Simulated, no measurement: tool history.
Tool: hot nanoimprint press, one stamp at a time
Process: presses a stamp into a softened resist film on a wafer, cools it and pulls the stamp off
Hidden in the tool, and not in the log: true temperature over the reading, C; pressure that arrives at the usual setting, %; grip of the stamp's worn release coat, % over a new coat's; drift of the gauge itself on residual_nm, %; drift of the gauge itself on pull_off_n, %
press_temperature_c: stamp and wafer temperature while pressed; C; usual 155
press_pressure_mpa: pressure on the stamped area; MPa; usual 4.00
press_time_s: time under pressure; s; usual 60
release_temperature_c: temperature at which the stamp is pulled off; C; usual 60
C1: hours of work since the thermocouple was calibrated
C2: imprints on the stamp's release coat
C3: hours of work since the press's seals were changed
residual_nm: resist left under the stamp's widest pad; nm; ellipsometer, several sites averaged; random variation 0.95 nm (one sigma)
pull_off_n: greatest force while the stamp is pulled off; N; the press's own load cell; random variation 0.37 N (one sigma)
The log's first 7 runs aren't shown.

run 8 day=7.262 | press_temperature_c=167 press_pressure_mpa=3.67 press_time_s=60 release_temperature_c=60 | C1=215 C2=469 C3=790 | residual_nm=123.2 pull_off_n=96.4
run 9 day=8.242 | press_temperature_c=147 press_pressure_mpa=3.67 press_time_s=60 release_temperature_c=60 | C1=233 C2=533 C3=808 | residual_nm=293.1 pull_off_n=96.7
run 10 day=9.529 | press_temperature_c=155 press_pressure_mpa=2.65 press_time_s=60 release_temperature_c=60 | C1=257 C2=616 C3=832 | residual_nm=240.0 pull_off_n=97.5
run 11 day=10.675 | press_temperature_c=155 press_pressure_mpa=2.65 press_time_s=60 release_temperature_c=60 | C1=278 C2=690 C3=853 | residual_nm=242.3 pull_off_n=97.7
run 12 day=12.062 | press_temperature_c=155 press_pressure_mpa=2.65 press_time_s=60 release_temperature_c=60 | C1=303 C2=779 C3=879 | residual_nm=237.0 pull_off_n=98.0
run 13 day=12.854 | press_temperature_c=155 press_pressure_mpa=2.65 press_time_s=60 release_temperature_c=60 | C1=318 C2=831 C3=893 | residual_nm=239.6 pull_off_n=97.2
run 14 day=13.625 | press_temperature_c=155 press_pressure_mpa=3.93 press_time_s=60 release_temperature_c=60 | C1=332 C2=881 C3=908 | residual_nm=195.3 pull_off_n=97.6
-- day=14.850 plate thermocouple calibrated
-- day=15.100 stamp cleaned and given a new release coat
run 15 day=15.275 | press_temperature_c=155 press_pressure_mpa=4.00 press_time_s=60 release_temperature_c=60 | C1=3 C2=11 C3=931 | residual_nm=206.3 pull_off_n=96.8
run 16 day=16.321 | press_temperature_c=155 press_pressure_mpa=4.00 press_time_s=60 release_temperature_c=60 | C1=23 C2=79 C3=951 | residual_nm=206.3 pull_off_n=96.8
run 17 day=17.312 | press_temperature_c=155 press_pressure_mpa=4.00 press_time_s=60 release_temperature_c=60 | C1=41 C2=142 C3=969 | residual_nm=207.9 pull_off_n=97.2
run 18 day=18.229 | press_temperature_c=151 press_pressure_mpa=4.00 press_time_s=55 release_temperature_c=60 | C1=58 C2=202 C3=986 | residual_nm=255.0 pull_off_n=97.3
run 19 day=18.804 | press_temperature_c=156 press_pressure_mpa=4.00 press_time_s=60 release_temperature_c=59 | C1=69 C2=239 C3=996 | residual_nm=195.1 pull_off_n=100.2
run 20 day=20.171 | press_temperature_c=156 press_pressure_mpa=4.00 press_time_s=78 release_temperature_c=59 | C1=94 C2=327 C3=1022 | residual_nm=177.8 pull_off_n=99.4
run 21 day=21.479 | press_temperature_c=155 press_pressure_mpa=2.97 press_time_s=94 release_temperature_c=67 | C1=118 C2=412 C3=1046 | residual_nm=203.7 pull_off_n=79.4
run 22 day=22.042 | press_temperature_c=155 press_pressure_mpa=2.97 press_time_s=94 release_temperature_c=67 | C1=128 C2=448 C3=1056 | residual_nm=203.0 pull_off_n=79.5
run 23 day=23.396 | press_temperature_c=155 press_pressure_mpa=2.97 press_time_s=113 release_temperature_c=61 | C1=153 C2=536 C3=1081 | residual_nm=189.7 pull_off_n=95.9
run 24 day=24.112 | press_temperature_c=155 press_pressure_mpa=6.11 press_time_s=60 release_temperature_c=46 | C1=167 C2=582 C3=1095 | residual_nm=160.6 pull_off_n=137.2
run 25 day=24.783 | press_temperature_c=160 press_pressure_mpa=3.40 press_time_s=60 release_temperature_c=60 | C1=179 C2=625 C3=1107 | residual_nm=175.7 pull_off_n=98.4
run 26 day=25.783 | press_temperature_c=144 press_pressure_mpa=5.47 press_time_s=80 release_temperature_c=67 | C1=198 C2=690 C3=1126 | residual_nm=261.5 pull_off_n=79.3
run 27 day=26.488 | press_temperature_c=155 press_pressure_mpa=3.22 press_time_s=52 release_temperature_c=50 | C1=211 C2=735 C3=1139 | residual_nm=235.6 pull_off_n=125.9
run 28 day=27.588 | press_temperature_c=155 press_pressure_mpa=3.22 press_time_s=52 release_temperature_c=50 | C1=231 C2=806 C3=1159 | residual_nm=235.1 pull_off_n=127.1
run 29 day=28.896 | press_temperature_c=159 press_pressure_mpa=2.66 press_time_s=72 release_temperature_c=62 | C1=255 C2=891 C3=1183 | residual_nm=192.6 pull_off_n=94.7
-- day=30.033 stamp cleaned and given a new release coat
run 30 day=30.271 | press_temperature_c=147 press_pressure_mpa=5.56 press_time_s=120 release_temperature_c=45 | C1=276 C2=15 C3=1204 | residual_nm=190.8 pull_off_n=132.4
run 31 day=31.183 | press_temperature_c=147 press_pressure_mpa=3.64 press_time_s=120 release_temperature_c=45 | C1=293 C2=74 C3=1221 | residual_nm=236.3 pull_off_n=132.8

Forecast each of these 3 alternatives for the next run:
run A day=32.229 | press_temperature_c=157 press_pressure_mpa=3.83 press_time_s=60 release_temperature_c=60 | C1=312 C2=141 C3=1240 | residual_nm=? pull_off_n=?
run B day=32.229 | press_temperature_c=155 press_pressure_mpa=3.40 press_time_s=60 release_temperature_c=60 | C1=312 C2=141 C3=1240 | residual_nm=? pull_off_n=?
run C day=32.229 | press_temperature_c=162 press_pressure_mpa=4.00 press_time_s=33 release_temperature_c=60 | C1=312 C2=141 C3=1240 | residual_nm=? pull_off_n=?

run=A residual_nm=184.7 pull_off_n=94.0
run=B residual_nm=215.0 pull_off_n=94.3
run=C residual_nm=180.9 pull_off_n=94.6
Without the tool's hidden state the same runs would have given:
run=A residual_nm=192.1 pull_off_n=96.2
run=B residual_nm=224.0 pull_off_n=96.5
run=C residual_nm=187.1 pull_off_n=96.8

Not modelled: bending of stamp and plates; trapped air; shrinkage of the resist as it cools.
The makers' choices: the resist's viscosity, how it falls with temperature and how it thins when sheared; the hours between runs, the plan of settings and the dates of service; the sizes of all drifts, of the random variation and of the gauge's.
